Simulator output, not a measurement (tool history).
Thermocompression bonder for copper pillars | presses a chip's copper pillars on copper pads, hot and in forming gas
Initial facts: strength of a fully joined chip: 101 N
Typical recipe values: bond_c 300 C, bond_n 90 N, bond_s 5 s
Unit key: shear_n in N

run	hour	bond_c	bond_n	bond_s	shear_n
1	0	300	90	5	47.5
2	59	300	92	5	48.6
3	95.5	300	92	5	47.5
4	148.1	300	92	5	47.1
5	174.8	300	92	5	46.8
6	207.1	300	92	5	54.8
7	248.4	300	90	5	56.6
8	302	300	90	5	57
9	353.5	287	90	5	47.2
10	409.4	287	90	5	48.1
11	435	325	90	5	70.6
12	467.5	325	90	5	71.4
13	529.2	325	90	5	69.7
14	592.3	325	90	5	60.6
15	638.2	325	90	5	60.5
16	673.8	307	90	5	49.5
17	734.5	307	90	5	50.2
18	794.9	307	90	5	48.8
19	844.8	307	90	5	49.1
20	892.4	307	90	5	48.9
21	950	307	90	5	54.6
22	986.1	300	111	15	76.9
23	1045.3	300	111	15	74.3
24	1077.8	299	121	4	52
25	1131.2	299	121	4	52.3
26	1177.9	300	72	5	43.9
27	1210.2	297	86	5	46.6
28	1272.1	290	94	10	54.8
29	1305.4	292	55	9	40.8
30	1363.9	275	70	5	27.7
31	1402	300	90	5	48.7
32	1453.4	277	64	11	37.2
33	1495.1	277	64	11	36
34	1555.7	301	96	5	48.9
35	1586.4	300	128	5	56.1
36	1637.4	289	90	8	47.3
37	1673.1	301	76	7	47.8
38	1721	301	60	7	46.2
39	1776.4	286	119	5	50.8
40	1808.9	281	119	5	46.6

Removed from this log: 6 entries logged between the listed runs. Between which two listed runs does each belong, and how does the tool's hidden state at the listed run before it compare with that at the listed run after it?
From run 5 to run 6: force cell calibrated (hour 179.7); forming gas filter changed (hour 198.4)
  true temperature of the bond over the reading, C: 9 -> 9.2; force that reaches the chip, % of what is set: 92.2 -> 99.8; oxide that the forming gas leaves, % of the face: 10.99 -> 0.68
  the result without the hidden state subtracted from the measured one, shear_n: -2.3 -> +5.7 N
From run 6 to run 7: heater calibrated with a thermocouple chip (hour 212.4)
  true temperature of the bond over the reading, C: 9.2 -> 12.5; force that reaches the chip, % of what is set: 99.8 -> 99.7; oxide that the forming gas leaves, % of the face: 0.68 -> 1.23
  the result without the hidden state subtracted from the measured one, shear_n: +5.7 -> +7.4 N
From run 13 to run 14: heater calibrated with a thermocouple chip, once more (hour 565.4)
  true temperature of the bond over the reading, C: 13.8 -> 0.5; force that reaches the chip, % of what is set: 98.7 -> 98.6; oxide that the forming gas leaves, % of the face: 5.2 -> 6.06
  the result without the hidden state subtracted from the measured one, shear_n: +4.4 -> -3.8 N
From run 20 to run 21: forming gas filter changed (hour 950)
  true temperature of the bond over the reading, C: 1.9 -> 2.2; force that reaches the chip, % of what is set: 97.6 -> 97.5; oxide that the forming gas leaves, % of the face: 10.29 -> 0.6
  the result without the hidden state subtracted from the measured one, shear_n: -4.8 -> +0.6 N
From run 37 to run 38: forming gas filter changed (hour 1699.7)
  true temperature of the bond over the reading, C: 5.6 -> 5.8; force that reaches the chip, % of what is set: 95.2 -> 95.1; oxide that the forming gas leaves, % of the face: 10.6 -> 0.85
  the result without the hidden state subtracted from the measured one, shear_n: -3.2 -> +1.9 N
